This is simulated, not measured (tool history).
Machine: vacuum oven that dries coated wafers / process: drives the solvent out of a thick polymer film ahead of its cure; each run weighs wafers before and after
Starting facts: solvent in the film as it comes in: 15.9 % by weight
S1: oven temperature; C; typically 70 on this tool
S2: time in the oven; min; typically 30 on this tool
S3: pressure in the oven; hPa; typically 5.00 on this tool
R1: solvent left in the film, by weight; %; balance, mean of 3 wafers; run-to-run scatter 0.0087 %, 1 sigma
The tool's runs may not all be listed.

run,hour,S1,S2,S3,R1
1,0.0,70,30,5.00,1.139
2,81.1,70,30,5.00,1.154
3,170.3,70,30,5.00,1.142
4,262.5,61,30,5.00,3.874
5,315.6,70,30,5.00,1.139
6,412.5,70,30,5.00,1.152
7,501.6,70,30,5.53,1.174
8,578.5,70,30,5.00,1.153
9,626.6,56,30,5.00,5.926
10,698.1,70,30,5.00,1.153
# hour 751.2: oven's thermocouples calibrated
11,807.4,70,30,5.00,1.158
12,853.3,70,30,5.00,1.152
13,938.4,70,25,5.00,1.606
14,1045.5,70,30,5.00,1.139
15,1152.8,70,30,5.00,1.154
16,1243.7,70,30,5.00,1.140
17,1343.4,70,30,5.00,1.150
18,1428.5,70,30,9.84,1.475
19,1526.2,70,30,9.84,1.463
20,1611.8,70,33,9.84,1.272
21,1656.3,70,29,9.84,1.530
22,1722.7,70,29,9.84,1.539
23,1804.0,70,30,5.00,1.159
24,1899.2,70,30,9.50,1.441
# hour 1905.8: vacuum gauge cleaned of residue and calibrated
25,1984.8,74,38,5.50,0.412
26,2030.2,84,30,5.00,0.197
27,2107.7,70,40,5.00,0.652
28,2153.7,70,40,3.07,0.520
29,2197.9,62,48,9.22,2.131
30,2302.3,70,25,5.00,1.600
31,2347.7,70,23,5.00,1.861
32,2419.5,80,33,12.05,0.540
33,2510.2,56,51,11.92,4.245
34,2581.4,56,51,4.20,3.487
35,2683.2,85,35,5.00,0.173
# hour 2693.1: oven's thermocouples calibrated
36,2748.9,84,42,5.00,0.200
37,2793.3,84,42,5.00,0.198
38,2900.7,84,42,5.00,0.181
39,2955.0,84,52,2.82,0.106
40,3026.6,76,30,4.74,0.410
41,3086.4,76,30,4.74,0.412
42,3191.5,79,18,5.00,0.681
43,3281.6,79,18,5.00,0.662
44,3348.9,66,17,13.72,4.987
45,3409.5,68,27,4.88,1.899
46,3470.3,68,27,4.88,1.893
47,3519.1,56,15,6.20,8.825
48,3605.8,65,20,3.23,4.009

Below are 3 alternative next runs, each starting from the tool's condition after run 48. Predict each:
A,3658.7,65,31,2.81,?
B,3658.7,56,46,3.97,?
C,3658.7,65,18,3.23,?

run,R1
A,2.156
B,3.900
C,4.501
What these runs would have given with no unlogged condition in the tool:
run,R1
A,2.158
B,3.902
C,4.504
